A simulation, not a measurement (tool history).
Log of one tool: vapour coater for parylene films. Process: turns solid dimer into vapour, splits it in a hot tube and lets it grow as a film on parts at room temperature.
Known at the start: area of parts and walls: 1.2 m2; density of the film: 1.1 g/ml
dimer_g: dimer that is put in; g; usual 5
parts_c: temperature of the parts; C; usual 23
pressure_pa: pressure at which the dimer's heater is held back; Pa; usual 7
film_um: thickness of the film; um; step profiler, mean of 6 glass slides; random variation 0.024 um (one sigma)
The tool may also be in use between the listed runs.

run,hour,dimer_g,parts_c,pressure_pa,film_um
1,0,5,23,7,1.54
2,17.6,5,23,7,1.53
3,37.7,5,23,2.36,2.04
4,67.8,5,23,7,1.58
5,95.4,5,22,7,1.58
6,109.8,5,22,7,1.53
7,124.6,5,22,7,1.58
8,150.1,5,22,7,1.56
9,167.5,5,28,7,1.34
10,184.5,2,28,7,0.57
11,212.8,2,28,7,0.55
12,234.2,2,28,7,0.52
13,253.5,2,28,7,0.5
14,271.1,5,23,7,1.45
15,296.5,5,23,2.97,1.69
16,310.9,5,23,2.97,1.75
17,323.3,5,23,3.75,1.66
18,335.7,5,23,3.75,1.64
# hour 351.4: trap's valve overhauled
19,357.2,5,23,7,1.66
20,381.1,5,23,7,1.63
21,405.4,5,23,7,1.64
22,434.6,5,23,7,1.6
23,461.3,5,32,2.94,1.55
24,486.8,5,19,7,1.76
25,512.3,4,15,7,1.48
26,539.9,4,15,7,1.55
27,568.4,4,15,7,1.46
28,582.8,4,15,7,1.52
29,596.3,2,19,9.59,0.59
30,609.3,5,29,7,1.33
31,627,6,18,9.6,1.85
32,651.2,9,28,4.56,2.69
33,672.1,9,28,4.56,2.68

Forecast run 34:
34,689.7,9,28,4.56,?

{"run 34": {"film_um": 2.65}}
Without the tool's hidden state the same run would have given film_um 2.96 um.
